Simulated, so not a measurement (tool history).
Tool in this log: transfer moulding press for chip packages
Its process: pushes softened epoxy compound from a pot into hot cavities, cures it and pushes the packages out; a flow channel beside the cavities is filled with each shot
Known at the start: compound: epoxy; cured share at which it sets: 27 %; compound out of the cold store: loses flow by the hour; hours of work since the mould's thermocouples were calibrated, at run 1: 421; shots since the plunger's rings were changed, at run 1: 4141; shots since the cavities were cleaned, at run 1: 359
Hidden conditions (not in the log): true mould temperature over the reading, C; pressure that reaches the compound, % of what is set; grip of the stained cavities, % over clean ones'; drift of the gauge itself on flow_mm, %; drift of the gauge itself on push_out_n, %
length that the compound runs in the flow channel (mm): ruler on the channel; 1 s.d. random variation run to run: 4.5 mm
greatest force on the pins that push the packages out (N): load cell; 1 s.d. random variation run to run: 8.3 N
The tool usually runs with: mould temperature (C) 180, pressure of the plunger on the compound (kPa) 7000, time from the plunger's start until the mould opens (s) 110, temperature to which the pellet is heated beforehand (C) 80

| run | day | mould temperature (C) | pressure of the plunger on the compound (kPa) | time from the plunger's start until the mould opens (s) | temperature to which the pellet is heated beforehand (C) | hours of work since the mould's thermocouples were calibrated | shots since the plunger's rings were changed | shots since the cavities were cleaned | incoming compound's hours out of the cold store | length that the compound runs in the flow channel (mm) | greatest force on the pins that push the packages out (N) |
|---|---|---|---|---|---|---|---|---|---|---|---|
| 1 | 0.000 | 180 | 7000 | 110 | 80 | 421 | 4141 | 359 | 23.0 | 709 | 531 |
| 2 | 0.308 | 180 | 7000 | 110 | 80 | 426 | 4242 | 460 | 32.4 | 666 | 540 |
| 3 | 0.788 | 180 | 7000 | 110 | 89 | 435 | 4396 | 614 | 40.5 | 629 | 583 |
| 4 | 1.221 | 180 | 7000 | 110 | 80 | 443 | 4536 | 754 | 25.2 | 699 | 620 |
|  | 1.762 | cavities cleaned with cleaning compound and waxed |
| 5 | 1.762 | 180 | 7000 | 110 | 80 | 452 | 4692 | 0 | 25.0 | 702 | 393 |
| 6 | 2.438 | 180 | 7000 | 110 | 80 | 464 | 4910 | 218 | 27.0 | 683 | 480 |
|  | 2.921 | mould's thermocouples calibrated |
| 7 | 2.979 | 180 | 7000 | 110 | 84 | 1 | 5059 | 367 | 14.0 | 741 | 527 |
| 8 | 3.542 | 180 | 7000 | 110 | 84 | 11 | 5241 | 549 | 21.0 | 706 | 603 |
| 9 | 4.129 | 180 | 7000 | 110 | 84 | 22 | 5432 | 740 | 44.4 | 599 | 584 |
|  | 4.717 | cavities cleaned with cleaning compound and waxed |
| 10 | 4.779 | 180 | 7000 | 110 | 84 | 33 | 5622 | 20 | 37.9 | 627 | 370 |
|  | 5.342 | plunger's sealing rings changed |
| 11 | 5.342 | 180 | 7000 | 110 | 80 | 41 | 0 | 168 | 13.1 | 783 | 471 |
| 12 | 5.788 | 180 | 7000 | 110 | 80 | 49 | 145 | 313 | 41.7 | 638 | 522 |
| 13 | 6.458 | 180 | 7000 | 110 | 80 | 61 | 362 | 530 | 43.1 | 625 | 552 |
| 14 | 7.100 | 175 | 7000 | 110 | 80 | 73 | 570 | 738 | 9.4 | 825 | 865 |
| 15 | 7.542 | 175 | 7000 | 110 | 80 | 81 | 713 | 881 | 10.2 | 826 | 899 |
|  | 7.700 | cavities cleaned with cleaning compound and waxed |
| 16 | 8.008 | 182 | 7110 | 117 | 86 | 88 | 843 | 100 | 15.8 | 766 | 376 |
| 17 | 8.483 | 188 | 7570 | 110 | 80 | 97 | 998 | 255 | 18.9 | 734 | 423 |
| 18 | 9.129 | 188 | 7570 | 110 | 80 | 109 | 1207 | 464 | 29.3 | 690 | 487 |
| 19 | 9.812 | 188 | 7570 | 110 | 80 | 121 | 1427 | 684 | 30.6 | 682 | 500 |
| 20 | 10.450 | 180 | 8410 | 110 | 80 | 133 | 1634 | 891 | 30.3 | 748 | 621 |
|  | 10.596 | cavities cleaned with cleaning compound and waxed |
| 21 | 10.825 | 180 | 8410 | 110 | 80 | 138 | 1736 | 75 | 29.6 | 762 | 408 |
| 22 | 11.138 | 180 | 6370 | 110 | 80 | 144 | 1837 | 176 | 11.0 | 757 | 496 |
| 23 | 11.529 | 186 | 8070 | 110 | 82 | 151 | 1964 | 303 | 43.2 | 655 | 425 |
| 24 | 12.008 | 186 | 8070 | 110 | 82 | 160 | 2118 | 457 | 13.9 | 799 | 467 |
| 25 | 12.483 | 186 | 8070 | 110 | 82 | 168 | 2273 | 612 | 20.9 | 754 | 516 |
| 26 | 13.017 | 181 | 5650 | 119 | 83 | 178 | 2445 | 784 | 19.8 | 654 | 549 |
| 27 | 13.354 | 178 | 5650 | 105 | 83 | 184 | 2555 | 894 | 32.6 | 608 | 754 |
|  | 13.454 | cavities cleaned with cleaning compound and waxed |
| 28 | 13.854 | 178 | 6970 | 105 | 83 | 192 | 2696 | 129 | 47.6 | 603 | 508 |
| 29 | 14.488 | 178 | 6520 | 105 | 83 | 204 | 2901 | 334 | 46.6 | 580 | 617 |

Predict each of these 4 candidate next runs independently; none follows another, all start after run 29:
| A | 15.062 | 184 | 7960 | 110 | 87 | 214 | 3087 | 520 | 13.0 | ? | ? |
| B | 15.062 | 182 | 7000 | 110 | 77 | 214 | 3087 | 520 | 17.6 | ? | ? |
| C | 15.062 | 182 | 6520 | 105 | 83 | 214 | 3087 | 520 | 31.0 | ? | ? |
| D | 15.062 | 180 | 7210 | 107 | 80 | 214 | 3087 | 520 | 39.2 | ? | ? |

| run | length that the compound runs in the flow channel (mm) | greatest force on the pins that push the packages out (N) |
|---|---|---|
| A | 800 | 508 |
| B | 744 | 540 |
| C | 643 | 539 |
| D | 635 | 585 |
The same runs, with their run-to-run variation unchanged, on a tool lacking any hidden condition would have given:
| run | length that the compound runs in the flow channel (mm) | greatest force on the pins that push the packages out (N) |
|---|---|---|
| A | 825 | 329 |
| B | 767 | 352 |
| C | 663 | 349 |
| D | 655 | 381 |
